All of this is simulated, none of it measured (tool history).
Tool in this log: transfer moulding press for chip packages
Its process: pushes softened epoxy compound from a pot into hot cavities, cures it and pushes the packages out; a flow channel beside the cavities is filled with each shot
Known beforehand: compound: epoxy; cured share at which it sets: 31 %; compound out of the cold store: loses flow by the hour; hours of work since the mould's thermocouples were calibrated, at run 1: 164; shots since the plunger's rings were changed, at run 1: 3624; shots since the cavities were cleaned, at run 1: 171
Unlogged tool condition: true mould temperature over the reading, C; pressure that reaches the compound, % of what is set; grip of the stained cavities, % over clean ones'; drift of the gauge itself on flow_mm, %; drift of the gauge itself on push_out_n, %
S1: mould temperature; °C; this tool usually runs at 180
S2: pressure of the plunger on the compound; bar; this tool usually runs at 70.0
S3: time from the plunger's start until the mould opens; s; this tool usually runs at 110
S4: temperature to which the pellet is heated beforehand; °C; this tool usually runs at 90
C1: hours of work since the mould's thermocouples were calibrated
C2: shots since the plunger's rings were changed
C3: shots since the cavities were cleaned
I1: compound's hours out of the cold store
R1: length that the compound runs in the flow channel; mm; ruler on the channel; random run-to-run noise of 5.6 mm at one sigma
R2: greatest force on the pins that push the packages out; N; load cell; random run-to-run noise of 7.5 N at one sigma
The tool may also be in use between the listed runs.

run   hour   S1    S2   S3  S4   C1    C2   C3    I1    R1   R2
  1    0.0  180  70.0  110  90  164  3624  171  14.6   948  401
  2   12.7  180  70.0  110  90  172  3750  297  40.8   798  425
  3   23.1  180  70.0  110  90  177  3853  400  34.7   825  459
      42.4  -- plunger's sealing rings changed
  4   49.3  175  70.0  110  90  191    68  636  13.1  1025  773
  5   71.6  175  70.0  110  91  203   291  859  23.8   963  786
      80.5  -- cavities cleaned with cleaning compound and waxed
  6   88.1  175  70.0  110  91  212   440   75  40.7   861  437
  7  106.7  175  70.0  110  91  222   625  260  33.4   899  547
  8  117.7  175  70.0  110  91  229   735  370  25.8   945  588
  9  131.4  175  60.2  110  91  236   871  506  20.2   907  673
 10  154.0  180  68.4  134  90  249  1097  732  26.8   906  452
 11  165.7  180  71.1  136  90  256  1213  848  25.3   935  474
     175.7  -- cavities cleaned with cleaning compound and waxed
 12  187.0  180  57.7  110  90  267  1410  113  39.9   757  355
 13  201.9  174  53.9  133  95  275  1558  261  13.6   890  429
 14  225.4  174  53.9  133  95  288  1792  495  15.0   876  508
 15  249.0  174  57.1  110  90  302  2027  730  24.9   845  815
 16  260.1  180  70.0  102  85  308  2138  841  13.0   984  707

Below, some changes in R1 between adjacent runs. For each, the amount present without the hidden state too (settings, incoming material, random variation) and the amount remaining for the hidden state with gauge scatter not shared by both compared results:
Run 3 -> 4: S1 180 -> 175, plunger's sealing rings changed. R1 +200 mm: hidden state +51, all else +149.

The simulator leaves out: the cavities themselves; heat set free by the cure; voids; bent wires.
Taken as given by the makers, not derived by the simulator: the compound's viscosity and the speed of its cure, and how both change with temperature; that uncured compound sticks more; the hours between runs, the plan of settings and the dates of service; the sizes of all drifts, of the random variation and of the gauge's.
